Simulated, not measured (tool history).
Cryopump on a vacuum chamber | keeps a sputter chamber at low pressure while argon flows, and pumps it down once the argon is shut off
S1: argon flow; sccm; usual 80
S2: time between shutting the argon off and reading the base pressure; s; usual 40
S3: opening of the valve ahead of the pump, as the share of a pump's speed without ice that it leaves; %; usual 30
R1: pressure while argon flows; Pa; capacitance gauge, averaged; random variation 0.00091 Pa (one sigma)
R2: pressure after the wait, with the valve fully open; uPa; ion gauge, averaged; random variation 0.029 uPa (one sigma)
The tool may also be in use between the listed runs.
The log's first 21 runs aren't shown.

| run | hour | S1 | S2 | S3 | R1 | R2 |
|---|---|---|---|---|---|---|
| 22 | 1374.4 | 121 | 38 | 17 | 0.5329 | 1.87 |
| 23 | 1427.5 | 121 | 38 | 17 | 0.5332 | 1.79 |
| 24 | 1472.4 | 121 | 69 | 24 | 0.3878 | 1.27 |
|  | 1500.0 | pump warmed up, emptied and cooled again |
| 25 | 1533.3 | 80 | 220 | 30 | 0.1910 | 0.64 |
| 26 | 1599.6 | 80 | 220 | 30 | 0.1914 | 0.68 |
| 27 | 1668.7 | 80 | 220 | 30 | 0.1912 | 0.71 |
| 28 | 1748.5 | 80 | 48 | 16 | 0.3606 | 1.53 |
| 29 | 1792.6 | 80 | 34 | 23 | 0.2517 | 1.99 |
| 30 | 1847.7 | 37 | 40 | 37 | 0.0734 | 1.77 |

Forecast each of these 4 alternatives for the next run:
| A | 1888.2 | 120 | 40 | 59 | ? | ? |
| B | 1888.2 | 77 | 180 | 17 | ? | ? |
| C | 1888.2 | 84 | 51 | 22 | ? | ? |
| D | 1888.2 | 33 | 40 | 18 | ? | ? |

| run | R1 | R2 |
|---|---|---|
| A | 0.1530 | 1.78 |
| B | 0.3287 | 0.81 |
| C | 0.2777 | 1.55 |
| D | 0.1326 | 1.74 |
Without the tool's hidden state the same runs would have given:
| run | R1 | R2 |
|---|---|---|
| A | 0.1440 | 1.36 |
| B | 0.3229 | 0.39 |
| C | 0.2714 | 1.13 |
| D | 0.1302 | 1.32 |
